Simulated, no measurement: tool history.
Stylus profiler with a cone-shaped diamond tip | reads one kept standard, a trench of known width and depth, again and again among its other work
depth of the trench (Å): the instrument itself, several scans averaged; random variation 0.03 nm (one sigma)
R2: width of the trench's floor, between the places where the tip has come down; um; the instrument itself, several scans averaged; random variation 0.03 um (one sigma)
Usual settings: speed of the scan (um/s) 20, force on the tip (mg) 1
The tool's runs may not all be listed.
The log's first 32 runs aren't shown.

run 33 day=32.304 | speed_of_the_scan_(um/s)=9 force_on_the_tip_(mg)=1.8 | depth_of_the_trench_(Å)=1011.5 R2=18.4
run 34 day=33.267 | speed_of_the_scan_(um/s)=9 force_on_the_tip_(mg)=1.07 | depth_of_the_trench_(Å)=1007.8 R2=18.34
run 35 day=34.254 | speed_of_the_scan_(um/s)=9 force_on_the_tip_(mg)=1.07 | depth_of_the_trench_(Å)=1008.1 R2=18.35
run 36 day=35.392 | speed_of_the_scan_(um/s)=17 force_on_the_tip_(mg)=2.84 | depth_of_the_trench_(Å)=1016.2 R2=18.23
run 37 day=36.5 | speed_of_the_scan_(um/s)=11 force_on_the_tip_(mg)=0.86 | depth_of_the_trench_(Å)=1006.2 R2=18.24
run 38 day=37.492 | speed_of_the_scan_(um/s)=61 force_on_the_tip_(mg)=1.86 | depth_of_the_trench_(Å)=1011.4 R2=18
run 39 day=38.333 | speed_of_the_scan_(um/s)=9 force_on_the_tip_(mg)=1.17 | depth_of_the_trench_(Å)=1008.3 R2=18.26
run 40 day=39.133 | speed_of_the_scan_(um/s)=7 force_on_the_tip_(mg)=0.67 | depth_of_the_trench_(Å)=1005 R2=18.29
run 41 day=40.275 | speed_of_the_scan_(um/s)=12 force_on_the_tip_(mg)=0.42 | depth_of_the_trench_(Å)=1003.9 R2=18.19
run 42 day=41.475 | speed_of_the_scan_(um/s)=10 force_on_the_tip_(mg)=0.5 | depth_of_the_trench_(Å)=1004.3 R2=18.24
run 43 day=42.454 | speed_of_the_scan_(um/s)=10 force_on_the_tip_(mg)=0.5 | depth_of_the_trench_(Å)=1004.5 R2=18.21
run 44 day=43.312 | speed_of_the_scan_(um/s)=7 force_on_the_tip_(mg)=1.42 | depth_of_the_trench_(Å)=1009.8 R2=18.28
run 45 day=44.758 | speed_of_the_scan_(um/s)=7 force_on_the_tip_(mg)=1.42 | depth_of_the_trench_(Å)=1009.8 R2=18.27

Forecast each of these 5 alternatives for the next run:
run A day=45.888 | speed_of_the_scan_(um/s)=10 force_on_the_tip_(mg)=1.47 | depth_of_the_trench_(Å)=? R2=?
run B day=45.888 | speed_of_the_scan_(um/s)=12 force_on_the_tip_(mg)=1.42 | depth_of_the_trench_(Å)=? R2=?
run C day=45.888 | speed_of_the_scan_(um/s)=28 force_on_the_tip_(mg)=0.58 | depth_of_the_trench_(Å)=? R2=?
run D day=45.888 | speed_of_the_scan_(um/s)=16 force_on_the_tip_(mg)=1 | depth_of_the_trench_(Å)=? R2=?
run E day=45.888 | speed_of_the_scan_(um/s)=51 force_on_the_tip_(mg)=1.91 | depth_of_the_trench_(Å)=? R2=?

run=A depth_of_the_trench_(Å)=1009.2 R2=18.17
run=B depth_of_the_trench_(Å)=1008.9 R2=18.19
run=C depth_of_the_trench_(Å)=1004.5 R2=17.96
run=D depth_of_the_trench_(Å)=1006.9 R2=18.08
run=E depth_of_the_trench_(Å)=1011.6 R2=17.93
Without the tool's hidden state the same runs would have given:
run=A depth_of_the_trench_(Å)=1009.9 R2=18.48
run=B depth_of_the_trench_(Å)=1009.6 R2=18.51
run=C depth_of_the_trench_(Å)=1005.2 R2=18.28
run=D depth_of_the_trench_(Å)=1007.7 R2=18.39
run=E depth_of_the_trench_(Å)=1012.4 R2=18.25
